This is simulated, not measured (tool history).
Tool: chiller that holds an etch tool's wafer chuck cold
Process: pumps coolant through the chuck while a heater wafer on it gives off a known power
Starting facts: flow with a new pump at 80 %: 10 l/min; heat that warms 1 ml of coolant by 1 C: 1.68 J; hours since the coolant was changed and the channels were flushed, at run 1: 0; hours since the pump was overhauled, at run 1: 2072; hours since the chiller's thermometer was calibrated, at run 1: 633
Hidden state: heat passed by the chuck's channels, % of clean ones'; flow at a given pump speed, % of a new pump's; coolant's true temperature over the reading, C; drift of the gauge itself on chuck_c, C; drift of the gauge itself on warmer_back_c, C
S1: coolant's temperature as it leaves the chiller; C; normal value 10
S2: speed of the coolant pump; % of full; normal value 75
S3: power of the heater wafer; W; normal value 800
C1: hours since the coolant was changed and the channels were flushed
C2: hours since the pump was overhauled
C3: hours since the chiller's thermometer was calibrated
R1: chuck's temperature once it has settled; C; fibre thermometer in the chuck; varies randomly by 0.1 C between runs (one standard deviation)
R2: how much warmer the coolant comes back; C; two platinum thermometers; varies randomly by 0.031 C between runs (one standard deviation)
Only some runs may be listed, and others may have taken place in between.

{"run": 1, "day": 0.0, "S1": 10, "S2": 75, "S3": 800, "C1": 0, "C2": 2072, "C3": 633, "R1": 17.8, "R2": 3.02}
{"run": 2, "day": 3.667, "S1": 10, "S2": 75, "S3": 800, "C1": 88, "C2": 2160, "C3": 721, "R1": 18.2, "R2": 3.02}
{"run": 3, "day": 6.075, "S1": 10, "S2": 70, "S3": 800, "C1": 146, "C2": 2218, "C3": 778, "R1": 18.5, "R2": 3.35}
{"run": 4, "day": 8.238, "S1": 10, "S2": 70, "S3": 700, "C1": 198, "C2": 2269, "C3": 830, "R1": 17.3, "R2": 2.89}
{"run": 5, "day": 12.496, "S1": 10, "S2": 70, "S3": 700, "C1": 300, "C2": 2372, "C3": 932, "R1": 17.4, "R2": 2.88}
{"run": 6, "day": 16.488, "S1": 10, "S2": 70, "S3": 700, "C1": 396, "C2": 2467, "C3": 1028, "R1": 17.3, "R2": 2.8}
{"run": 7, "day": 20.696, "S1": 13, "S2": 75, "S3": 800, "C1": 497, "C2": 2569, "C3": 1129, "R1": 21.1, "R2": 3.02}
{"run": 8, "day": 24.071, "S1": 13, "S2": 75, "S3": 800, "C1": 578, "C2": 2649, "C3": 1210, "R1": 21, "R2": 2.96}
{"run": 9, "day": 28.95, "S1": 1, "S2": 84, "S3": 629, "C1": 695, "C2": 2767, "C3": 1327, "R1": 6.9, "R2": 2.03}
{"run": 10, "day": 31.729, "S1": 11, "S2": 84, "S3": 806, "C1": 761, "C2": 2833, "C3": 1394, "R1": 18.6, "R2": 2.7}
{"run": 11, "day": 35.071, "S1": 11, "S2": 84, "S3": 806, "C1": 842, "C2": 2914, "C3": 1474, "R1": 18.6, "R2": 2.63}
{"run": 12, "day": 39.446, "S1": 11, "S2": 84, "S3": 806, "C1": 947, "C2": 3018, "C3": 1579, "R1": 18.7, "R2": 2.6}
{"run": 13, "day": 43.054, "S1": 11, "S2": 84, "S3": 806, "C1": 1033, "C2": 3105, "C3": 1666, "R1": 18.6, "R2": 2.55}
{"run": 14, "day": 45.767, "S1": 6, "S2": 89, "S3": 854, "C1": 1098, "C2": 3170, "C3": 1731, "R1": 13.7, "R2": 2.57}
{"run": 15, "day": 47.754, "S1": 10, "S2": 90, "S3": 800, "C1": 1146, "C2": 3218, "C3": 1779, "R1": 17.2, "R2": 2.34}
{"run": 16, "day": 52.088, "S1": 10, "S2": 90, "S3": 800, "C1": 1250, "C2": 3322, "C3": 1883, "R1": 17.3, "R2": 2.3}

Each row is a separate what-if for the run after 16, all from the same tool condition, not one after another. Results?
{"run": "A", "day": 55.904, "S1": 19, "S2": 90, "S3": 547, "C1": 1342, "C2": 3413, "C3": 1974, "R1": "?", "R2": "?"}
{"run": "B", "day": 55.904, "S1": 3, "S2": 60, "S3": 800, "C1": 1342, "C2": 3413, "C3": 1974, "R1": "?", "R2": "?"}
{"run": "C", "day": 55.904, "S1": 3, "S2": 83, "S3": 800, "C1": 1342, "C2": 3413, "C3": 1974, "R1": "?", "R2": "?"}
{"run": "D", "day": 55.904, "S1": 10, "S2": 75, "S3": 437, "C1": 1342, "C2": 3413, "C3": 1974, "R1": "?", "R2": "?"}

run=A R1=24.1 R2=1.48
run=B R1=12 R2=3.79
run=C R1=10.3 R2=2.61
run=D R1=14.5 R2=1.53
What these runs would have given with no unlogged condition in the tool:
run=A R1=24.1 R2=1.66
run=B R1=12 R2=3.96
run=C R1=10.3 R2=2.78
run=D R1=14.5 R2=1.71
